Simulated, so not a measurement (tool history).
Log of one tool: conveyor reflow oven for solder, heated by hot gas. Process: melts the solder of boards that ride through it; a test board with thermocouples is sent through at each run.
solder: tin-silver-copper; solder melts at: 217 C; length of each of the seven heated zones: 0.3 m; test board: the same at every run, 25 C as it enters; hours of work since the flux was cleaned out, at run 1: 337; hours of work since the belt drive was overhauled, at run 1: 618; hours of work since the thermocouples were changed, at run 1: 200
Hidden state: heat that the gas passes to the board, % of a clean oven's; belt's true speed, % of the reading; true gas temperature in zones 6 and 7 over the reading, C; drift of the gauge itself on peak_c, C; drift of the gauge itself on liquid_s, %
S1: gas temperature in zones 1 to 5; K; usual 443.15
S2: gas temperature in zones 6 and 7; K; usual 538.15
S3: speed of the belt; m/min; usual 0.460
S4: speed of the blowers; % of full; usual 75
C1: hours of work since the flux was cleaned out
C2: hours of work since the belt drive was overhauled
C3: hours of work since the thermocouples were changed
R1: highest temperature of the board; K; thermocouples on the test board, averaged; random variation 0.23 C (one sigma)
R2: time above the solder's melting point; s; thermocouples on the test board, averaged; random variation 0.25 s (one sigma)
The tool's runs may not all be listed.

| run | hour | S1 | S2 | S3 | S4 | C1 | C2 | C3 | R1 | R2 |
|---|---|---|---|---|---|---|---|---|---|---|
| 1 | 0.0 | 443.15 | 538.15 | 0.460 | 75 | 337 | 618 | 200 | 518.05 | 50.5 |
| 2 | 10.4 | 443.15 | 538.15 | 0.460 | 75 | 343 | 624 | 206 | 518.05 | 50.4 |
| 3 | 21.9 | 443.15 | 538.15 | 0.460 | 75 | 350 | 631 | 213 | 518.25 | 50.3 |
| 4 | 40.3 | 443.15 | 538.15 | 0.460 | 75 | 361 | 642 | 224 | 517.75 | 50.5 |
| 5 | 59.4 | 443.15 | 538.15 | 0.460 | 75 | 372 | 653 | 235 | 517.85 | 50.6 |
|  | 76.5 | flux residue cleaned out of gas plates and filters |
| 6 | 84.8 | 443.15 | 537.15 | 0.460 | 75 | 5 | 665 | 247 | 513.55 | 44.7 |
| 7 | 106.5 | 443.15 | 537.15 | 0.460 | 75 | 18 | 678 | 260 | 513.85 | 44.6 |
| 8 | 124.0 | 443.15 | 538.15 | 0.460 | 75 | 28 | 689 | 270 | 514.55 | 45.7 |
| 9 | 138.1 | 443.15 | 538.15 | 0.460 | 75 | 37 | 697 | 279 | 514.25 | 45.4 |
| 10 | 147.2 | 438.15 | 531.15 | 0.479 | 85 | 42 | 702 | 284 | 508.25 | 35.4 |
| 11 | 158.9 | 452.15 | 538.15 | 0.460 | 75 | 49 | 709 | 291 | 516.45 | 51.2 |
| 12 | 172.3 | 443.15 | 538.15 | 0.460 | 70 | 57 | 717 | 299 | 512.65 | 43.1 |
|  | 193.0 | flux residue cleaned out of gas plates and filters, once more |
| 13 | 199.0 | 430.15 | 538.15 | 0.460 | 64 | 4 | 730 | 312 | 515.85 | 44.0 |
| 14 | 210.4 | 430.15 | 538.15 | 0.480 | 87 | 10 | 737 | 318 | 521.45 | 48.8 |
| 15 | 221.7 | 457.15 | 535.15 | 0.480 | 87 | 17 | 743 | 325 | 523.45 | 59.6 |

Forecast each of these 4 alternatives for the next run:
| A | 231.4 | 438.15 | 531.15 | 0.527 | 87 | 23 | 749 | 331 | ? | ? |
| B | 231.4 | 443.15 | 549.15 | 0.460 | 75 | 23 | 749 | 331 | ? | ? |
| C | 231.4 | 443.15 | 532.15 | 0.460 | 59 | 23 | 749 | 331 | ? | ? |
| D | 231.4 | 443.15 | 538.15 | 0.460 | 59 | 23 | 749 | 331 | ? | ? |

| run | R1 | R2 |
|---|---|---|
| A | 513.55 | 39.1 |
| B | 531.45 | 61.6 |
| C | 511.65 | 44.1 |
| D | 516.75 | 49.2 |
Without the tool's hidden state the same runs would have given:
| run | R1 | R2 |
|---|---|---|
| A | 512.25 | 36.9 |
| B | 529.95 | 59.2 |
| C | 510.25 | 41.3 |
| D | 515.25 | 46.5 |

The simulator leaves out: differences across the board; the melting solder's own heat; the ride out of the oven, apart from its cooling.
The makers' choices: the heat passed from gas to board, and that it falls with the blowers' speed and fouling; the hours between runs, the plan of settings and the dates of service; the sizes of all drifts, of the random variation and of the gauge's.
